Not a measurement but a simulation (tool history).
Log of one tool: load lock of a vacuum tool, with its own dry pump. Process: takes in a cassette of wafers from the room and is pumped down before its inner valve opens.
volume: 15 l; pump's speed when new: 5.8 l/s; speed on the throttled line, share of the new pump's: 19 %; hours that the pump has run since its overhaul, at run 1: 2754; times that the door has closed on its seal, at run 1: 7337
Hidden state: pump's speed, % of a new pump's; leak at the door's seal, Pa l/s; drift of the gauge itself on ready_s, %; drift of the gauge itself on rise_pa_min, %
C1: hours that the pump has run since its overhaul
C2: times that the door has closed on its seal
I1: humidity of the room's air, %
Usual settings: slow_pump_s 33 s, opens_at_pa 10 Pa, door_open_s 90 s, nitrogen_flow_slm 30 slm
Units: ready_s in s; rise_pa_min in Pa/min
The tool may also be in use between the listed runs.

{"run": 1, "hour": 0.0, "slow_pump_s": 33, "opens_at_pa": 10, "door_open_s": 90, "nitrogen_flow_slm": 30, "C1": 2754, "C2": 7337, "I1": 47.2, "ready_s": 51.3, "rise_pa_min": 0.076}
{"run": 2, "hour": 63.1, "slow_pump_s": 33, "opens_at_pa": 10, "door_open_s": 90, "nitrogen_flow_slm": 30, "C1": 2817, "C2": 7518, "I1": 49.0, "ready_s": 51.4, "rise_pa_min": 0.085}
{"run": 3, "hour": 154.0, "slow_pump_s": 31, "opens_at_pa": 10, "door_open_s": 90, "nitrogen_flow_slm": 30, "C1": 2908, "C2": 7779, "I1": 45.9, "ready_s": 50.2, "rise_pa_min": 0.08}
{"run": 4, "hour": 282.0, "slow_pump_s": 33, "opens_at_pa": 10, "door_open_s": 90, "nitrogen_flow_slm": 30, "C1": 3036, "C2": 8146, "I1": 46.7, "ready_s": 51.5, "rise_pa_min": 0.083}
{"run": 5, "hour": 361.6, "slow_pump_s": 33, "opens_at_pa": 10, "door_open_s": 90, "nitrogen_flow_slm": 30, "C1": 3116, "C2": 8375, "I1": 45.0, "ready_s": 51.3, "rise_pa_min": 0.084}
{"run": 6, "hour": 433.9, "slow_pump_s": 33, "opens_at_pa": 10, "door_open_s": 90, "nitrogen_flow_slm": 30, "C1": 3188, "C2": 8582, "I1": 47.4, "ready_s": 51.0, "rise_pa_min": 0.091}
{"run": 7, "hour": 524.1, "slow_pump_s": 33, "opens_at_pa": 10, "door_open_s": 90, "nitrogen_flow_slm": 30, "C1": 3278, "C2": 8841, "I1": 42.8, "ready_s": 51.4, "rise_pa_min": 0.086}
{"run": 8, "hour": 665.8, "slow_pump_s": 33, "opens_at_pa": 10, "door_open_s": 102, "nitrogen_flow_slm": 30, "C1": 3420, "C2": 9248, "I1": 46.1, "ready_s": 51.0, "rise_pa_min": 0.091}
{"run": 9, "hour": 730.7, "slow_pump_s": 33, "opens_at_pa": 10, "door_open_s": 102, "nitrogen_flow_slm": 8, "C1": 3485, "C2": 9434, "I1": 46.9, "ready_s": 51.3, "rise_pa_min": 0.115}
{"run": 10, "hour": 795.8, "slow_pump_s": 33, "opens_at_pa": 10, "door_open_s": 102, "nitrogen_flow_slm": 8, "C1": 3550, "C2": 9621, "I1": 47.5, "ready_s": 51.6, "rise_pa_min": 0.114}
{"run": 11, "hour": 941.0, "slow_pump_s": 33, "opens_at_pa": 10, "door_open_s": 102, "nitrogen_flow_slm": 8, "C1": 3695, "C2": 10038, "I1": 44.7, "ready_s": 51.8, "rise_pa_min": 0.106}
{"run": 12, "hour": 1003.4, "slow_pump_s": 33, "opens_at_pa": 10, "door_open_s": 90, "nitrogen_flow_slm": 30, "C1": 3757, "C2": 10217, "I1": 46.2, "ready_s": 51.2, "rise_pa_min": 0.092}
{"run": 13, "hour": 1138.4, "slow_pump_s": 33, "opens_at_pa": 10, "door_open_s": 90, "nitrogen_flow_slm": 30, "C1": 3893, "C2": 10605, "I1": 44.1, "ready_s": 51.3, "rise_pa_min": 0.095}
{"run": 14, "hour": 1246.0, "slow_pump_s": 33, "opens_at_pa": 10, "door_open_s": 53, "nitrogen_flow_slm": 30, "C1": 4000, "C2": 10913, "I1": 42.9, "ready_s": 51.9, "rise_pa_min": 0.085}
{"run": 15, "hour": 1359.3, "slow_pump_s": 33, "opens_at_pa": 10, "door_open_s": 53, "nitrogen_flow_slm": 30, "C1": 4113, "C2": 11239, "I1": 44.3, "ready_s": 51.8, "rise_pa_min": 0.09}
{"run": 16, "hour": 1465.3, "slow_pump_s": 33, "opens_at_pa": 10, "door_open_s": 90, "nitrogen_flow_slm": 30, "C1": 4219, "C2": 11543, "I1": 45.1, "ready_s": 51.7, "rise_pa_min": 0.095}
{"run": 17, "hour": 1610.4, "slow_pump_s": 33, "opens_at_pa": 10, "door_open_s": 90, "nitrogen_flow_slm": 30, "C1": 4365, "C2": 11959, "I1": 46.9, "ready_s": 51.6, "rise_pa_min": 0.104}
{"run": 18, "hour": 1733.3, "slow_pump_s": 19, "opens_at_pa": 10, "door_open_s": 90, "nitrogen_flow_slm": 17, "C1": 4487, "C2": 12312, "I1": 46.0, "ready_s": 40.3, "rise_pa_min": 0.111}
{"run": 19, "hour": 1881.0, "slow_pump_s": 19, "opens_at_pa": 10, "door_open_s": 90, "nitrogen_flow_slm": 17, "C1": 4635, "C2": 12736, "I1": 45.3, "ready_s": 40.3, "rise_pa_min": 0.115}
{"run": 20, "hour": 2009.9, "slow_pump_s": 33, "opens_at_pa": 11, "door_open_s": 90, "nitrogen_flow_slm": 5, "C1": 4764, "C2": 13106, "I1": 45.6, "ready_s": 51.5, "rise_pa_min": 0.131}
{"run": 21, "hour": 2082.5, "slow_pump_s": 55, "opens_at_pa": 11, "door_open_s": 90, "nitrogen_flow_slm": 7, "C1": 4837, "C2": 13315, "I1": 46.4, "ready_s": 68.8, "rise_pa_min": 0.126}
{"run": 22, "hour": 2203.4, "slow_pump_s": 33, "opens_at_pa": 8, "door_open_s": 237, "nitrogen_flow_slm": 30, "C1": 4958, "C2": 13662, "I1": 44.5, "ready_s": 52.1, "rise_pa_min": 0.125}
{"run": 23, "hour": 2342.1, "slow_pump_s": 19, "opens_at_pa": 9, "door_open_s": 39, "nitrogen_flow_slm": 20, "C1": 5096, "C2": 14060, "I1": 45.8, "ready_s": 40.7, "rise_pa_min": 0.108}
{"run": 24, "hour": 2444.9, "slow_pump_s": 19, "opens_at_pa": 9, "door_open_s": 39, "nitrogen_flow_slm": 20, "C1": 5199, "C2": 14355, "I1": 45.4, "ready_s": 41.0, "rise_pa_min": 0.111}
{"run": 25, "hour": 2591.1, "slow_pump_s": 19, "opens_at_pa": 9, "door_open_s": 39, "nitrogen_flow_slm": 20, "C1": 5345, "C2": 14775, "I1": 42.7, "ready_s": 40.9, "rise_pa_min": 0.111}
{"run": 26, "hour": 2690.0, "slow_pump_s": 39, "opens_at_pa": 16, "door_open_s": 86, "nitrogen_flow_slm": 4, "C1": 5444, "C2": 15058, "I1": 43.9, "ready_s": 55.7, "rise_pa_min": 0.132}
{"run": 27, "hour": 2783.2, "slow_pump_s": 39, "opens_at_pa": 16, "door_open_s": 111, "nitrogen_flow_slm": 32, "C1": 5537, "C2": 15326, "I1": 47.9, "ready_s": 55.1, "rise_pa_min": 0.125}
{"run": 28, "hour": 2849.9, "slow_pump_s": 34, "opens_at_pa": 10, "door_open_s": 90, "nitrogen_flow_slm": 30, "C1": 5604, "C2": 15517, "I1": 42.7, "ready_s": 52.5, "rise_pa_min": 0.119}
{"run": 29, "hour": 2942.5, "slow_pump_s": 51, "opens_at_pa": 10, "door_open_s": 90, "nitrogen_flow_slm": 16, "C1": 5697, "C2": 15784, "I1": 48.8, "ready_s": 66.8, "rise_pa_min": 0.139}
{"run": 30, "hour": 3042.2, "slow_pump_s": 51, "opens_at_pa": 9, "door_open_s": 168, "nitrogen_flow_slm": 24, "C1": 5796, "C2": 16069, "I1": 43.5, "ready_s": 66.8, "rise_pa_min": 0.129}
{"run": 31, "hour": 3132.7, "slow_pump_s": 29, "opens_at_pa": 12, "door_open_s": 168, "nitrogen_flow_slm": 24, "C1": 5887, "C2": 16329, "I1": 41.6, "ready_s": 48.1, "rise_pa_min": 0.132}
{"run": 32, "hour": 3243.7, "slow_pump_s": 33, "opens_at_pa": 10, "door_open_s": 90, "nitrogen_flow_slm": 30, "C1": 5998, "C2": 16648, "I1": 43.4, "ready_s": 52.6, "rise_pa_min": 0.126}
{"run": 33, "hour": 3359.2, "slow_pump_s": 33, "opens_at_pa": 7, "door_open_s": 90, "nitrogen_flow_slm": 30, "C1": 6113, "C2": 16979, "I1": 46.1, "ready_s": 52.9, "rise_pa_min": 0.138}
{"run": 34, "hour": 3479.5, "slow_pump_s": 21, "opens_at_pa": 13, "door_open_s": 32, "nitrogen_flow_slm": 12, "C1": 6234, "C2": 17325, "I1": 45.7, "ready_s": 41.7, "rise_pa_min": 0.138}

Forecast each of these 4 alternatives for the next run:
{"run": "A", "hour": 3569.8, "slow_pump_s": 27, "opens_at_pa": 11, "door_open_s": 32, "nitrogen_flow_slm": 12, "C1": 6324, "C2": 17584, "I1": 42.9, "ready_s": "?", "rise_pa_min": "?"}
{"run": "B", "hour": 3569.8, "slow_pump_s": 21, "opens_at_pa": 7, "door_open_s": 32, "nitrogen_flow_slm": 29, "C1": 6324, "C2": 17584, "I1": 43.4, "ready_s": "?", "rise_pa_min": "?"}
{"run": "C", "hour": 3569.8, "slow_pump_s": 20, "opens_at_pa": 8, "door_open_s": 46, "nitrogen_flow_slm": 30, "C1": 6324, "C2": 17584, "I1": 50.2, "ready_s": "?", "rise_pa_min": "?"}
{"run": "D", "hour": 3569.8, "slow_pump_s": 21, "opens_at_pa": 13, "door_open_s": 176, "nitrogen_flow_slm": 12, "C1": 6324, "C2": 17584, "I1": 47.6, "ready_s": "?", "rise_pa_min": "?"}

run=A ready_s=47.2 rise_pa_min=0.133
run=B ready_s=43.6 rise_pa_min=0.120
run=C ready_s=42.4 rise_pa_min=0.134
run=D ready_s=41.8 rise_pa_min=0.167
Without the tool's hidden state the same runs would have given:
run=A ready_s=45.6 rise_pa_min=0.045
run=B ready_s=41.8 rise_pa_min=0.033
run=C ready_s=40.6 rise_pa_min=0.047
run=D ready_s=40.1 rise_pa_min=0.079
